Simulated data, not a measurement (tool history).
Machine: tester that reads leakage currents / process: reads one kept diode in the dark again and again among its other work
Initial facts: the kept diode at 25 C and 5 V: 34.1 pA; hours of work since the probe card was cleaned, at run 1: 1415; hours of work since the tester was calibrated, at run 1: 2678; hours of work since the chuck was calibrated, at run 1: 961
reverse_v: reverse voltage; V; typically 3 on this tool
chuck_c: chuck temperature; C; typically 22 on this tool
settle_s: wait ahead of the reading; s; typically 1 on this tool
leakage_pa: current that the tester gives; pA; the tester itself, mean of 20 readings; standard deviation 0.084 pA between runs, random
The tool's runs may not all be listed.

run    hour  reverse_v  chuck_c  settle_s  hours of work since the probe card was cleaned  hours of work since the tester was calibrated  hours of work since the chuck was calibrated  leakage_pa
  1       0          3       22         1                                            1415                                           2678                                           961       20.41
  2   122.7          3       22      0.77                                            1500                                           2762                                          1045       20.45
  3   180.1          3       22         1                                            1539                                           2802                                          1084       20.06
  4   252.5          3       22         1                                            1589                                           2852                                          1134       19.91
      293.1  -- chuck's temperature calibrated
  5   334.5          3       22         1                                            1644                                           2907                                            28       23.23
  6   464.6       1.93       22         1                                            1734                                           2996                                           118       19.05
  7   566.3       1.93       22         1                                            1803                                           3066                                           188       18.83
  8   631.1          3       22         1                                            1848                                           3111                                           232       22.68
  9   756.9          3       22         1                                            1935                                           3197                                           319       22.65
 10   878.6          3       22         1                                            2018                                           3281                                           403       22.55
 11   981.9          3       22         1                                            2089                                           3352                                           474       22.24
 12  1040.8          3       22         1                                            2130                                           3393                                           514       22.26
 13  1140.7          3       22         1                                            2199                                           3461                                           583        22.1
     1149.7  -- probe card cleaned and baked
 14  1213.5          3       22         1                                              44                                           3509                                           631       22.69

The next listed run, before its measurement:
 15  1293.6       4.34       53      2.35                                              99                                           3564                                           686           ?

{"run 15": {"leakage_pa": 294.23}}
Were there no unlogged condition in the tool, this run, its random variation unchanged, would have produced leakage_pa 322.94 pA.
